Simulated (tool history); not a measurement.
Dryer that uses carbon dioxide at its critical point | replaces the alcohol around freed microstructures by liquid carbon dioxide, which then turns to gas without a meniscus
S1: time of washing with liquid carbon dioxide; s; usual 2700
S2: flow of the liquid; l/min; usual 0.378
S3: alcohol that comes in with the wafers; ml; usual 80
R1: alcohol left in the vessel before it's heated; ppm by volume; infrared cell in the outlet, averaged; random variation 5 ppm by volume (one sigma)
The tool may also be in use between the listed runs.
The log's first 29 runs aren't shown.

run	day	S1	S2	S3	R1
30	14.629	2880	0.523	102	55
31	15.125	2880	0.523	102	52
32	15.662	3660	0.262	46	90
33	16.188	3660	0.262	46	91
34	16.662	2700	0.378	35	71
35	17.029	2700	0.384	43	81
36	17.567	3780	0.451	30	64
37	18.171	2820	0.521	35	73
38	18.658	1920	0.456	56	136
39	19.312	2700	0.344	93	153

3 ways to go on from here, each from the tool as it stands after run 39. What would each give?
A	19.950	2040	0.378	52	?
B	19.950	1920	0.378	80	?
C	19.950	2820	0.344	58	?

run	R1
A	199
B	336
C	109
Without the tool's hidden state the same runs would have given:
run	R1
A	55
B	103
C	18

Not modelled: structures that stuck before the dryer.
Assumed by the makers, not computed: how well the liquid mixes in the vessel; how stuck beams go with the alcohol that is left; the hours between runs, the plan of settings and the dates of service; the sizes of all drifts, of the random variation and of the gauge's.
